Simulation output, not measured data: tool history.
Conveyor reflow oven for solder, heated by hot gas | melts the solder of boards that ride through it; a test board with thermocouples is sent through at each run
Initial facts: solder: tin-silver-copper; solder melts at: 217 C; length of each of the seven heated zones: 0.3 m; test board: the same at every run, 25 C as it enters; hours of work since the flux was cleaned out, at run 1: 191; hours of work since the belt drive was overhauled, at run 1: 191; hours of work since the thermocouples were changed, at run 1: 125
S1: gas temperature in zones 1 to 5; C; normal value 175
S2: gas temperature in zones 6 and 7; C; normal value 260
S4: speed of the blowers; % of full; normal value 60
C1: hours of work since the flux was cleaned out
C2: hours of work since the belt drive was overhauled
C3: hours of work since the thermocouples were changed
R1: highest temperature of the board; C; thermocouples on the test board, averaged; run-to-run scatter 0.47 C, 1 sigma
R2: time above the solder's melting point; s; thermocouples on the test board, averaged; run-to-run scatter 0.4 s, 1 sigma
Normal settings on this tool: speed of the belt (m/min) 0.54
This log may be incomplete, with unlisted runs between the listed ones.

run 1 hour=0 | S1=175 S2=260 speed_of_the_belt_(m/min)=0.54 S4=60 | C1=191 C2=191 C3=125 | R1=245.6 R2=45.4
run 2 hour=11.4 | S1=175 S2=260 speed_of_the_belt_(m/min)=0.54 S4=60 | C1=199 C2=199 C3=134 | R1=245 R2=45.5
run 3 hour=24 | S1=175 S2=260 speed_of_the_belt_(m/min)=0.54 S4=60 | C1=209 C2=209 C3=144 | R1=245 R2=46.1
run 4 hour=44.1 | S1=175 S2=260 speed_of_the_belt_(m/min)=0.54 S4=60 | C1=224 C2=224 C3=159 | R1=245.5 R2=45.5
run 5 hour=65.3 | S1=175 S2=260 speed_of_the_belt_(m/min)=0.54 S4=60 | C1=240 C2=240 C3=175 | R1=245.2 R2=45.3
run 6 hour=77.3 | S1=175 S2=260 speed_of_the_belt_(m/min)=0.54 S4=60 | C1=249 C2=249 C3=184 | R1=245 R2=45.7
run 7 hour=93.3 | S1=175 S2=250 speed_of_the_belt_(m/min)=0.54 S4=60 | C1=261 C2=261 C3=196 | R1=236.7 R2=37.9
run 8 hour=102.2 | S1=175 S2=250 speed_of_the_belt_(m/min)=0.54 S4=60 | C1=268 C2=268 C3=203 | R1=236.4 R2=37.7
run 9 hour=117.9 | S1=175 S2=250 speed_of_the_belt_(m/min)=0.54 S4=60 | C1=280 C2=280 C3=215 | R1=235.6 R2=37.2
run 10 hour=128.3 | S1=177 S2=260 speed_of_the_belt_(m/min)=0.54 S4=60 | C1=288 C2=288 C3=223 | R1=244.9 R2=45.4
run 11 hour=139.5 | S1=177 S2=260 speed_of_the_belt_(m/min)=0.54 S4=60 | C1=296 C2=296 C3=231 | R1=245.1 R2=46.4
run 12 hour=157.8 | S1=177 S2=260 speed_of_the_belt_(m/min)=0.54 S4=60 | C1=310 C2=310 C3=245 | R1=244.9 R2=46.1
run 13 hour=167.5 | S1=177 S2=260 speed_of_the_belt_(m/min)=0.54 S4=60 | C1=318 C2=318 C3=252 | R1=243.7 R2=45.6
run 14 hour=181.9 | S1=177 S2=260 speed_of_the_belt_(m/min)=0.54 S4=60 | C1=329 C2=329 C3=263 | R1=244.6 R2=45.8
run 15 hour=196.3 | S1=177 S2=260 speed_of_the_belt_(m/min)=0.54 S4=60 | C1=340 C2=340 C3=274 | R1=245.2 R2=45.8
run 16 hour=212.8 | S1=162 S2=263 speed_of_the_belt_(m/min)=0.54 S4=59 | C1=352 C2=352 C3=287 | R1=244.6 R2=40.5
run 17 hour=227.4 | S1=162 S2=263 speed_of_the_belt_(m/min)=0.54 S4=59 | C1=363 C2=363 C3=298 | R1=243.7 R2=40.7
-- hour=237 flux residue cleaned out of gas plates and filters
run 18 hour=249.6 | S1=162 S2=263 speed_of_the_belt_(m/min)=0.54 S4=59 | C1=10 C2=376 C3=311 | R1=247.1 R2=42.8
run 19 hour=265.7 | S1=162 S2=253 speed_of_the_belt_(m/min)=0.54 S4=63 | C1=22 C2=388 C3=323 | R1=238 R2=36.7
run 20 hour=284 | S1=162 S2=253 speed_of_the_belt_(m/min)=0.54 S4=63 | C1=36 C2=402 C3=337 | R1=238.5 R2=36.2
run 21 hour=300 | S1=162 S2=253 speed_of_the_belt_(m/min)=0.54 S4=63 | C1=48 C2=414 C3=349 | R1=238.2 R2=36.7
run 22 hour=318 | S1=162 S2=253 speed_of_the_belt_(m/min)=0.54 S4=63 | C1=61 C2=428 C3=363 | R1=237.5 R2=36
run 23 hour=331.6 | S1=177 S2=259 speed_of_the_belt_(m/min)=0.576 S4=80 | C1=72 C2=438 C3=373 | R1=245.7 R2=45.4
run 24 hour=345.1 | S1=163 S2=260 speed_of_the_belt_(m/min)=0.598 S4=60 | C1=82 C2=449 C3=383 | R1=240 R2=33.2
run 25 hour=357.9 | S1=169 S2=266 speed_of_the_belt_(m/min)=0.554 S4=81 | C1=92 C2=458 C3=393 | R1=253 R2=48.7
run 26 hour=378.3 | S1=169 S2=250 speed_of_the_belt_(m/min)=0.554 S4=85 | C1=107 C2=474 C3=408 | R1=238.5 R2=39.4
run 27 hour=393.7 | S1=178 S2=263 speed_of_the_belt_(m/min)=0.454 S4=60 | C1=119 C2=485 C3=420 | R1=253.1 R2=63.8
run 28 hour=412.1 | S1=177 S2=251 speed_of_the_belt_(m/min)=0.531 S4=78 | C1=133 C2=499 C3=434 | R1=239.9 R2=45.3
run 29 hour=425.2 | S1=177 S2=251 speed_of_the_belt_(m/min)=0.531 S4=78 | C1=143 C2=509 C3=444 | R1=240.3 R2=45.4
run 30 hour=445.1 | S1=177 S2=251 speed_of_the_belt_(m/min)=0.531 S4=78 | C1=158 C2=524 C3=459 | R1=240.2 R2=45.3

Pick out some run-to-run changes in R1. Of each, how much would a tool without hidden state show as well, from the settings, what came in and chance, and how much is left for the hidden state and any gauge scatter not in both results compared?
The hidden state here: heat that the gas passes to the board, % of a clean oven's; belt's true speed, % of the reading; true gas temperature in zones 6 and 7 over the reading, C; drift of the gauge itself on peak_c, C; drift of the gauge itself on liquid_s, %.
Run 3 -> 4: settings left as they were, no log entry in between. R1 +0.5 C: hidden state -0.2, all else +0.7.
Run 15 -> 16: S1 177 -> 162, S2 260 -> 263, S4 60 -> 59. R1 -0.6 C: hidden state -0.5, all else -0.1.
Run 17 -> 18: flux residue cleaned out of gas plates and filters. R1 +3.4 C: hidden state +2.4, all else +1.
Run 25 -> 26: S2 266 -> 250, S4 81 -> 85. R1 -14.5 C: hidden state -0.1, all else -14.4.
Run 26 -> 27: S1 169 -> 178, S2 250 -> 263, speed of the belt (m/min) 0.554 -> 0.454, S4 85 -> 60. R1 +14.6 C: hidden state +0.2, all else +14.4.
Run 27 -> 28: S1 178 -> 177, S2 263 -> 251, speed of the belt (m/min) 0.454 -> 0.531, S4 60 -> 78. R1 -13.2 C: hidden state -0.2, all else -13.

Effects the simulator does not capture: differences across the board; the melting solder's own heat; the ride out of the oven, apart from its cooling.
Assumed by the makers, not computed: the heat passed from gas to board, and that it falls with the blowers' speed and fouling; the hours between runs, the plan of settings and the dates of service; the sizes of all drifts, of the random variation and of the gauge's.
